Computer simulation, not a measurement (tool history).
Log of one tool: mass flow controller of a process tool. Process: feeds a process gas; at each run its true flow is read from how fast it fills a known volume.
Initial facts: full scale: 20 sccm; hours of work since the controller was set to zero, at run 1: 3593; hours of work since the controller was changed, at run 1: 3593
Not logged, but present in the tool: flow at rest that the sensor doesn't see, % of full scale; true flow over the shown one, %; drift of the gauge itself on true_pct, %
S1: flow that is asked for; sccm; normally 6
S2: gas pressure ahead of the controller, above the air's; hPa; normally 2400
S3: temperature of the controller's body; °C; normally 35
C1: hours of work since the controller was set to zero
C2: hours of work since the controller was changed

{"run": 1, "hour": 0.0, "S1": 6, "S2": 2400, "S3": 35, "C1": 3593, "C2": 3593, "true flow (%)": 97.53}
{"run": 2, "hour": 146.6, "S1": 6, "S2": 2400, "S3": 35, "C1": 3700, "C2": 3700, "true flow (%)": 97.63}
{"run": 3, "hour": 387.1, "S1": 6, "S2": 2400, "S3": 25, "C1": 3876, "C2": 3876, "true flow (%)": 98.75}
{"run": 4, "hour": 534.4, "S1": 6, "S2": 2400, "S3": 25, "C1": 3984, "C2": 3984, "true flow (%)": 98.67}
{"run": 5, "hour": 801.0, "S1": 6, "S2": 2400, "S3": 25, "C1": 4179, "C2": 4179, "true flow (%)": 98.64}
{"run": 6, "hour": 1017.4, "S1": 6, "S2": 2400, "S3": 35, "C1": 4337, "C2": 4337, "true flow (%)": 97.81}
{"run": 7, "hour": 1194.6, "S1": 6, "S2": 2400, "S3": 38, "C1": 4467, "C2": 4467, "true flow (%)": 97.62}
{"run": 8, "hour": 1327.5, "S1": 6, "S2": 2400, "S3": 35, "C1": 4564, "C2": 4564, "true flow (%)": 97.79}
{"hour": 1461.5, "done": "controller's zero set anew"}
{"run": 9, "hour": 1562.6, "S1": 6, "S2": 2400, "S3": 35, "C1": 74, "C2": 4736, "true flow (%)": 97.93}
{"run": 10, "hour": 1671.7, "S1": 6, "S2": 2400, "S3": 35, "C1": 154, "C2": 4816, "true flow (%)": 97.94}
{"run": 11, "hour": 1921.1, "S1": 6, "S2": 2400, "S3": 20, "C1": 336, "C2": 4998, "true flow (%)": 99.47}
{"run": 12, "hour": 2144.8, "S1": 6, "S2": 2400, "S3": 35, "C1": 500, "C2": 5162, "true flow (%)": 97.95}
{"run": 13, "hour": 2380.6, "S1": 6, "S2": 2400, "S3": 35, "C1": 672, "C2": 5334, "true flow (%)": 98.05}
{"run": 14, "hour": 2610.1, "S1": 6, "S2": 2400, "S3": 35, "C1": 840, "C2": 5502, "true flow (%)": 98.21}
{"run": 15, "hour": 2846.0, "S1": 6, "S2": 2400, "S3": 35, "C1": 1013, "C2": 5675, "true flow (%)": 98.1}
{"run": 16, "hour": 2980.9, "S1": 6, "S2": 2400, "S3": 35, "C1": 1112, "C2": 5774, "true flow (%)": 98.21}
{"run": 17, "hour": 3219.0, "S1": 6, "S2": 2400, "S3": 35, "C1": 1286, "C2": 5948, "true flow (%)": 98.24}
{"run": 18, "hour": 3405.0, "S1": 15, "S2": 2400, "S3": 35, "C1": 1422, "C2": 6084, "true flow (%)": 99.48}
{"run": 19, "hour": 3537.5, "S1": 8, "S2": 2370, "S3": 35, "C1": 1519, "C2": 6181, "true flow (%)": 98.65}
{"run": 20, "hour": 3728.2, "S1": 8, "S2": 2160, "S3": 35, "C1": 1658, "C2": 6320, "true flow (%)": 98.49}
{"run": 21, "hour": 3995.6, "S1": 8, "S2": 2300, "S3": 35, "C1": 1854, "C2": 6516, "true flow (%)": 98.65}
{"run": 22, "hour": 4163.8, "S1": 8, "S2": 2300, "S3": 35, "C1": 1977, "C2": 6639, "true flow (%)": 98.75}
{"run": 23, "hour": 4291.6, "S1": 8, "S2": 2300, "S3": 35, "C1": 2070, "C2": 6732, "true flow (%)": 98.76}
{"run": 24, "hour": 4459.7, "S1": 9, "S2": 2630, "S3": 29, "C1": 2193, "C2": 6855, "true flow (%)": 99.66}
{"run": 25, "hour": 4638.9, "S1": 6, "S2": 2210, "S3": 39, "C1": 2324, "C2": 6987, "true flow (%)": 98.07}
{"run": 26, "hour": 4765.8, "S1": 6, "S2": 2600, "S3": 31, "C1": 2417, "C2": 7079, "true flow (%)": 99.19}
{"run": 27, "hour": 4958.0, "S1": 10, "S2": 2600, "S3": 31, "C1": 2558, "C2": 7220, "true flow (%)": 99.57}
{"run": 28, "hour": 5156.2, "S1": 10, "S2": 2600, "S3": 31, "C1": 2703, "C2": 7365, "true flow (%)": 99.74}
{"run": 29, "hour": 5382.9, "S1": 19, "S2": 2400, "S3": 35, "C1": 2869, "C2": 7531, "true flow (%)": 100.31}
{"run": 30, "hour": 5615.6, "S1": 13, "S2": 1500, "S3": 27, "C1": 3039, "C2": 7701, "true flow (%)": 99.96}
{"run": 31, "hour": 5726.3, "S1": 7, "S2": 2020, "S3": 35, "C1": 3120, "C2": 7782, "true flow (%)": 98.89}
{"run": 32, "hour": 5930.9, "S1": 7, "S2": 2020, "S3": 35, "C1": 3270, "C2": 7932, "true flow (%)": 98.89}
{"run": 33, "hour": 6048.0, "S1": 7, "S2": 2020, "S3": 35, "C1": 3355, "C2": 8017, "true flow (%)": 98.8}
{"run": 34, "hour": 6206.7, "S1": 5, "S2": 2340, "S3": 28, "C1": 3471, "C2": 8133, "true flow (%)": 99.43}
{"run": 35, "hour": 6411.5, "S1": 5, "S2": 2340, "S3": 28, "C1": 3621, "C2": 8283, "true flow (%)": 99.54}
{"run": 36, "hour": 6585.1, "S1": 5, "S2": 2340, "S3": 28, "C1": 3748, "C2": 8410, "true flow (%)": 99.7}

Entry by entry between the runs, the difference in hidden state between the last listed run before and the first listed run after:
After run 8, before run 9: controller's zero set anew (hour 1461.5)
  flow at rest that the sensor doesn't see, % of full scale: 0.005 -> 0; drift of the gauge itself on true_pct, %: 0.29 -> 0.34
  what was measured, less what the result would be without the hidden state, true flow (%): +0.3 -> +0.33

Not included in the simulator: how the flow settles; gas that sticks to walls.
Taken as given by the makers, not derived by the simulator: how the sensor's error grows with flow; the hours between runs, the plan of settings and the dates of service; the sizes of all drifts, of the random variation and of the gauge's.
